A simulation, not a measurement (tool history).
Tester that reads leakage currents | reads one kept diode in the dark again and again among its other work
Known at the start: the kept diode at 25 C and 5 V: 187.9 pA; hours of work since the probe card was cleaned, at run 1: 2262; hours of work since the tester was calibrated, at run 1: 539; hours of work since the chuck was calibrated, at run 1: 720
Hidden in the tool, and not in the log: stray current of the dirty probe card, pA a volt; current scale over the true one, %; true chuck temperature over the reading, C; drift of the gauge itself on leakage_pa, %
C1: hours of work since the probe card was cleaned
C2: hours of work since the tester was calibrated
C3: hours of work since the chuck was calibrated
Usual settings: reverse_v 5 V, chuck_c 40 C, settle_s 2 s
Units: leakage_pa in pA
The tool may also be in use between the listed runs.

Run 1, hour 0: usual settings; C1 2262; C2 539; C3 720. Result: leakage_pa 564.76 pA.
Run 2, hour 26.2: usual settings; C1 2277; C2 554; C3 735. Result: leakage_pa 561.84 pA.
Run 3, hour 51.7: usual settings; C1 2292; C2 569; C3 750. Result: leakage_pa 565.62 pA.
Run 4, hour 77.3: usual settings; C1 2306; C2 584; C3 764. Result: leakage_pa 560.48 pA.
Run 5, hour 108.3: usual settings; C1 2324; C2 602; C3 782. Result: leakage_pa 559.26 pA.
Run 6, hour 144.8: usual settings but settle_s 2.22 s; C1 2345; C2 623; C3 803. Result: leakage_pa 560.43 pA.
Run 7, hour 186.8: usual settings but reverse_v 5.48 V, settle_s 2.22 s; C1 2370; C2 647; C3 828. Result: leakage_pa 588.25 pA.
Run 8, hour 219.4: usual settings but reverse_v 5.48 V, settle_s 2.22 s; C1 2389; C2 666; C3 847. Result: leakage_pa 590.48 pA.
Run 9, hour 263.6: usual settings but reverse_v 9.25 V; C1 2414; C2 691; C3 872. Result: leakage_pa 755.71 pA.
Run 10, hour 294.1: usual settings but reverse_v 9.25 V; C1 2432; C2 709; C3 890. Result: leakage_pa 760.3 pA.
Run 11, hour 315.5: usual settings but reverse_v 9.25 V; C1 2444; C2 721; C3 902. Result: leakage_pa 756.83 pA.
Run 12, hour 358.7: usual settings but chuck_c 37 C; C1 2469; C2 746; C3 927. Result: leakage_pa 451.46 pA.
Run 13, hour 376.6: usual settings but chuck_c 37 C; C1 2479; C2 757; C3 938. Result: leakage_pa 449.61 pA.
Run 14, hour 417: usual settings; C1 2503; C2 780; C3 961. Result: leakage_pa 561.69 pA.
Run 15, hour 437.8: usual settings but chuck_c 25 C; C1 2515; C2 792; C3 973. Result: leakage_pa 184.03 pA.
Run 16, hour 469.4: usual settings but reverse_v 8.42 V, chuck_c 34 C; C1 2533; C2 810; C3 991. Result: leakage_pa 469.7 pA.
Run 17, hour 508.5: usual settings but reverse_v 9.97 V, chuck_c 26 C, settle_s 3.65 s; C1 2556; C2 833; C3 1014. Result: leakage_pa 279.13 pA.
Run 18, hour 545.5: usual settings but reverse_v 9.97 V, chuck_c 26 C, settle_s 3.65 s; C1 2577; C2 854; C3 1035. Result: leakage_pa 279.56 pA.
Run 19, hour 565.2: usual settings but reverse_v 1.94 V, chuck_c 34 C, settle_s 0.56 s; C1 2589; C2 866; C3 1047. Result: leakage_pa 226.66 pA.
Run 20, hour 598.1: usual settings but reverse_v 1.94 V, chuck_c 34 C, settle_s 0.56 s; C1 2608; C2 885; C3 1066. Result: leakage_pa 226.42 pA.
Run 21, hour 629.8: usual settings but reverse_v 3.38 V, chuck_c 56 C, settle_s 0.56 s; C1 2626; C2 903; C3 1084. Result: leakage_pa 1345.27 pA.
Run 22, hour 663: usual settings but reverse_v 9.23 V, chuck_c 48 C, settle_s 1.08 s; C1 2645; C2 922; C3 1103. Result: leakage_pa 1308.7 pA.
Run 23, hour 683.3: usual settings but settle_s 0.95 s; C1 2657; C2 934; C3 1115. Result: leakage_pa 556.59 pA.
Run 24, hour 718.4: usual settings but settle_s 2.22 s; C1 2677; C2 954; C3 1135. Result: leakage_pa 556.39 pA.
Run 25, hour 752.2: usual settings but reverse_v 7.21 V, chuck_c 21 C, settle_s 0.7 s; C1 2697; C2 974; C3 1155. Result: leakage_pa 162.11 pA.
Run 26, hour 779: usual settings but reverse_v 1.09 V; C1 2712; C2 989; C3 1170. Result: leakage_pa 261.43 pA.
Run 27, hour 818.4: usual settings but reverse_v 1.3 V, chuck_c 47 C; C1 2735; C2 1012; C3 1193. Result: leakage_pa 465.04 pA.
Run 28, hour 855.2: usual settings but reverse_v 1.3 V, chuck_c 47 C; C1 2756; C2 1034; C3 1214. Result: leakage_pa 461.41 pA.
Run 29, hour 889.6: usual settings but reverse_v 1.3 V, chuck_c 47 C; C1 2776; C2 1053; C3 1234. Result: leakage_pa 459.19 pA.
Run 30, hour 916.7: usual settings but reverse_v 4.11 V, settle_s 6.08 s; C1 2792; C2 1069; C3 1250. Result: leakage_pa 499.94 pA.

Forecast each of these 4 alternatives for the next run:
Run A, hour 951.5: usual settings but reverse_v 2.32 V; C1 2812; C2 1089; C3 1270. Result: leakage_pa ?.
Run B, hour 951.5: usual settings but reverse_v 11.11 V; C1 2812; C2 1089; C3 1270. Result: leakage_pa ?.
Run C, hour 951.5: usual settings but reverse_v 5.31 V, chuck_c 24 C, settle_s 4.19 s; C1 2812; C2 1089; C3 1270. Result: leakage_pa ?.
Run D, hour 951.5: usual settings but reverse_v 4.11 V, chuck_c 24 C, settle_s 6.08 s; C1 2812; C2 1089; C3 1270. Result: leakage_pa ?.

run  leakage_pa
  A      378.18
  B      823.76
  C      173.54
  D      152.09
Without the tool's hidden state the same runs would have given:
run  leakage_pa
  A      392.48
  B      853.53
  C       179.9
  D       157.8
